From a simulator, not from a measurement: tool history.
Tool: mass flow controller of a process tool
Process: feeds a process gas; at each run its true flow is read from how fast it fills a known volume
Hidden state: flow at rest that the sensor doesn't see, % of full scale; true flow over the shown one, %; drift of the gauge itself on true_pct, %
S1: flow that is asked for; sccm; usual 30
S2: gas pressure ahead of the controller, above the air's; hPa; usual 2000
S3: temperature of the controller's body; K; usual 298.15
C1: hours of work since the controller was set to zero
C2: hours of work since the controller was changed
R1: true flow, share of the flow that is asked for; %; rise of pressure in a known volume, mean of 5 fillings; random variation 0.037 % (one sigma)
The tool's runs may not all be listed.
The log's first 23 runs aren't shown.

run,hour,S1,S2,S3,C1,C2,R1
24,9286.5,30,2000,297.15,2924,2924,99.99
25,9738.4,30,2000,309.15,3187,3187,98.87
26,10098.1,30,1540,309.15,3396,3396,98.58
27,10376.3,30,1540,309.15,3558,3558,98.67
28,10922.9,30,1540,309.15,3876,3876,98.80
29,11288.9,30,2610,298.15,4088,4088,100.79
30,11520.3,30,2300,295.15,4223,4223,101.00
31,11990.3,30,2300,295.15,4496,4496,101.13
32,12245.5,26,2460,298.15,4645,4645,100.85
33,12542.3,5,2000,298.15,4818,4818,100.07
34,12821.6,30,2000,298.15,4980,4980,100.82
35,13050.7,30,2000,298.15,5113,5113,100.83
36,13450.0,43,2000,298.15,5346,5346,101.29
37,13969.7,27,2730,298.15,5648,5648,101.49
38,14263.0,27,2730,298.15,5818,5818,101.62
39,14762.1,15,1410,298.15,6109,6109,100.47
40,15077.1,27,2210,300.15,6292,6292,101.13
# hour 15573.8: controller exchanged for a calibrated one
41,15573.8,43,2690,300.15,0,0,102.10
42,15892.1,20,2030,310.15,185,185,100.03
43,16219.1,29,2000,306.15,375,375,100.72
44,16649.9,29,2000,306.15,626,626,100.87
45,17128.6,29,1970,296.15,904,904,102.03
46,17382.5,10,1710,294.15,1052,1052,101.67
47,17668.4,49,1550,295.15,1218,1218,102.51
48,17968.1,49,1550,295.15,1393,1393,102.57

4 ways to go on from here, each from the tool as it stands after run 48. What would each give?
A,18211.2,37,2460,295.15,1534,1534,?
B,18211.2,49,1660,295.15,1534,1534,?
C,18211.2,12,1550,295.15,1534,1534,?
D,18211.2,30,1780,297.15,1534,1534,?

run,R1
A,102.94
B,102.70
C,101.65
D,102.13
Without the tool's hidden state the same runs would have given:
run,R1
A,100.26
B,100.02
C,99.01
D,99.47
